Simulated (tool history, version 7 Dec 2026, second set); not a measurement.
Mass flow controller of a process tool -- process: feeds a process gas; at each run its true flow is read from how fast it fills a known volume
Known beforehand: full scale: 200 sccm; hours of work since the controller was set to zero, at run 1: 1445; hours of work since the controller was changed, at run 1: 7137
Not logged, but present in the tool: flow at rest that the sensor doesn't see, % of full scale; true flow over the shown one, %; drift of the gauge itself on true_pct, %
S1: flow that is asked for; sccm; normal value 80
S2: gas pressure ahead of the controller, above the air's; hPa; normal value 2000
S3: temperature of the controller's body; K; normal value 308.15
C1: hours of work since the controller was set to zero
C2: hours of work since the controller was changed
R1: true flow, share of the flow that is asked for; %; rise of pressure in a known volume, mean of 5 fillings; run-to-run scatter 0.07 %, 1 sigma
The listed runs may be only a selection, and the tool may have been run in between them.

run     hour   S1    S2      S3    C1     C2     R1
  1      0.0   80  2000  308.15  1445   7137  98.08
  2    362.5   80  2000  308.15  1597   7289  98.07
  3    705.6   80  2000  308.15  1741   7434  98.13
  4   1028.1   80  2000  308.15  1877   7569  97.98
  5   1324.7   80  2000  308.15  2002   7694  98.12
  6   1726.0   80  2000  308.15  2170   7863  98.09
  7   2098.9   80  2000  308.15  2327   8019  98.10
  8   2436.8   80  2000  308.15  2469   8161  98.02
  9   2696.8   80  2000  304.15  2578   8271  98.25
 10   3089.8   80  2000  304.15  2744   8436  98.15
 11   3318.7   80  2000  308.15  2840   8532  98.07
 12   3638.2   80  2000  309.15  2974   8667  98.08
 13   3835.5   80  2000  308.15  3057   8750  98.07
 14   4076.3   80  2000  308.15  3158   8851  98.01
 15   4326.6   80  1890  308.15  3264   8956  98.10
 16   4607.4   80  1890  308.15  3382   9074  98.12
 17   5032.3   80  2000  308.15  3560   9253  97.99
 18   5300.6   80  2000  308.15  3673   9365  97.91
 19   5647.4   80  2220  308.15  3819   9511  98.04
 20   5987.0   80  2220  308.15  3962   9654  97.98
 21   6259.2   80  2220  308.15  4076   9768  98.02
 22   6631.4   80  2510  308.15  4233   9925  97.78
 23   7031.5   80  1760  308.15  4401  10093  98.25
 24   7405.6   80  1760  308.15  4558  10250  98.30
 25   7647.3  160  1760  296.15  4660  10352  99.55
 26   8088.8   50  1420  312.15  4845  10538  97.94
 27   8275.3   50  1420  312.15  4924  10616  97.85
 28   8526.6   48  2170  310.15  5029  10722  97.44
 29   8940.2   80  2700  310.15  5203  10896  97.58
 30   9350.7   80  2700  310.15  5376  11068  97.69
 31   9756.1  114  2700  310.15  5546  11239  98.09
      9960.4  -- controller's zero set anew
 32  10210.8  114  2700  310.15   105  11429  98.06
 33  10457.1   75  2000  293.15   209  11533  98.40
 34  10854.6   75  2000  293.15   376  11700  98.35
 35  11041.8   75  2000  293.15   455  11779  98.37
 36  11277.5   65  1780  311.15   554  11878  97.85
 37  11570.9   70  1780  311.15   677  12001  97.94
 38  11902.2   23  1630  308.15   816  12141  97.45
     12115.6  -- controller exchanged for a calibrated one
 39  12269.4   23  1630  308.15    65     65  97.52
 40  12583.2   23  1630  308.15   197    197  97.38
 41  12816.5   65  1690  299.15   295    295  98.32
 42  13038.9   80  1940  297.15   388    388  98.42
 43  13466.7   25  1520  299.15   568    568  97.86
 44  13772.6  145  1490  297.15   697    697  99.53
 45  14040.7  145  1490  297.15   809    809  99.68
 46  14392.4   89  1410  293.15   957    957  98.77
 47  14653.9   23  1460  306.15  1067   1067  97.64

Take each entry between the runs: how does the hidden state at the last listed run before it differ from the hidden state at the first listed run after it?
Between runs 31 and 32: controller's zero set anew (hour 9960.4)
  flow at rest that the sensor doesn't see, % of full scale: 0.004 -> 0
Between runs 38 and 39: controller exchanged for a calibrated one (hour 12115.6)
  flow at rest that the sensor doesn't see, % of full scale: 0.001 -> 0; true flow over the shown one, %: -0.01 -> 0

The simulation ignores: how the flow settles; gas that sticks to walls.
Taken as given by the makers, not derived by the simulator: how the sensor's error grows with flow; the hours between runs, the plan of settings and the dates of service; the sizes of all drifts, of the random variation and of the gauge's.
